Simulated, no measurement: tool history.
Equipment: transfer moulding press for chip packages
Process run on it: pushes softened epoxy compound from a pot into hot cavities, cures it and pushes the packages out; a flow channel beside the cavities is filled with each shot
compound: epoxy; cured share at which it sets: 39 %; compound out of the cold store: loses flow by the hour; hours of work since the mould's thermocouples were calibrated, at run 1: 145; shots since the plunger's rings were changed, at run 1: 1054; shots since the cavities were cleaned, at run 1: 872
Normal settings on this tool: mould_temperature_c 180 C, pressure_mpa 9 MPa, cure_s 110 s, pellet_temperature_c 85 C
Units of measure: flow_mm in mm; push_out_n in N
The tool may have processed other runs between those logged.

run   hour  mould_temperature_c  pressure_mpa  cure_s  pellet_temperature_c  hours of work since the mould's thermocouples were calibrated  shots since the plunger's rings were changed  shots since the cavities were cleaned  incoming compound's hours out of the cold store  flow_mm  push_out_n
  1      0                  180             9     110                    85                                                            145                                          1054                                    872                                             26.4      905         248
  2   10.5                  180             9     110                    85                                                            151                                          1166                                    984                                             15.2      963         259
  3   19.7                  180             9     110                    85                                                            157                                          1266                                   1084                                             25.4      900         255
        28  -- cavities cleaned with cleaning compound and waxed
  4   31.7                  180          9.79     110                    85                                                            163                                          1378                                     39                                             35.3      895         286
  5   38.7                  180          9.79     110                    85                                                            168                                          1453                                    114                                             19.5      978         291
  6   47.6                  180          9.79     110                    85                                                            173                                          1549                                    210                                             31.9      912         281
  7   57.1                  180          9.79     110                    85                                                            179                                          1650                                    311                                               29      920         281
  8   67.2                  180          7.54     110                    85                                                            186                                          1759                                    420                                             13.5      877         294
      80.7  -- cavities cleaned with cleaning compound and waxed, once more
  9   82.9                  180          7.54     110                    85                                                            194                                          1911                                     24                                             13.4      874         183
 10   89.4                  180          7.54     110                    85                                                            198                                          1981                                     94                                             46.1      732         185
 11     99                  180          7.54     110                    85                                                            204                                          2084                                    197                                               28      805         197
 12  111.5                  180          7.54     110                    85                                                            212                                          2218                                    331                                             16.6      855         214
 13  125.6                  180          7.54     110                    85                                                            221                                          2369                                    482                                             32.3      781         216
 14  137.9                  180             9     116                    85                                                            228                                          2501                                    614                                             28.3      877         224
     150.1  -- plunger's sealing rings changed
 15  152.5                  180             9     116                    85                                                            236                                            25                                    743                                             32.1      902         226
 16  160.8                  180             9     116                    85                                                            241                                           114                                    832                                             13.2      993         233

Run 17 is up next; what results do you expect?
 17  168.1                  178             9     117                    83                                                            246                                           193                                    911                                             30.2        ?           ?

flow_mm: 912 mm
push_out_n: 239 N
Were there no unlogged condition in the tool, this run, its random variation unchanged, would have produced flow_mm 916 mm, push_out_n 174 N.

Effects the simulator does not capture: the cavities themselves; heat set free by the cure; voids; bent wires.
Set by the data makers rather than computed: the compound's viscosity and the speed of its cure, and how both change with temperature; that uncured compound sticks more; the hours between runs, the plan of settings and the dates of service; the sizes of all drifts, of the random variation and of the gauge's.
